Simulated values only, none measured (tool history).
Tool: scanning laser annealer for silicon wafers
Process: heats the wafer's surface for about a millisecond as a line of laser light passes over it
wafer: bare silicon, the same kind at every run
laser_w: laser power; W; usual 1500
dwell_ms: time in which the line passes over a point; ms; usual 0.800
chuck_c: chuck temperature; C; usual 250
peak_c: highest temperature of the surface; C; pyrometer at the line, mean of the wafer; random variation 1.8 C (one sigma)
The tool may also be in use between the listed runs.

run	hour	laser_w	dwell_ms	chuck_c	peak_c
1	0.0	1500	0.800	250	967
2	9.7	1500	0.800	250	969
3	26.5	1500	0.645	250	904
4	38.4	1500	0.645	250	904
5	45.7	1500	0.800	218	938
6	57.0	1500	0.800	218	933
7	72.5	1408	0.800	250	917
8	89.1	1408	0.800	250	916
9	103.3	1297	0.800	288	894
10	114.6	1297	0.800	288	895
11	122.0	1500	0.800	262	978
12	135.4	1500	0.690	250	919
13	149.3	1310	0.776	285	889

Forecast each of these 4 alternatives for the next run:
A	165.4	1437	0.800	250	?
B	165.4	1310	0.722	210	?
C	165.4	1584	0.997	220	?
D	165.4	1589	0.914	250	?

run	peak_c
A	933
B	796
C	1058
D	1062
Without the tool's hidden state the same runs would have given:
run	peak_c
A	934
B	797
C	1059
D	1063
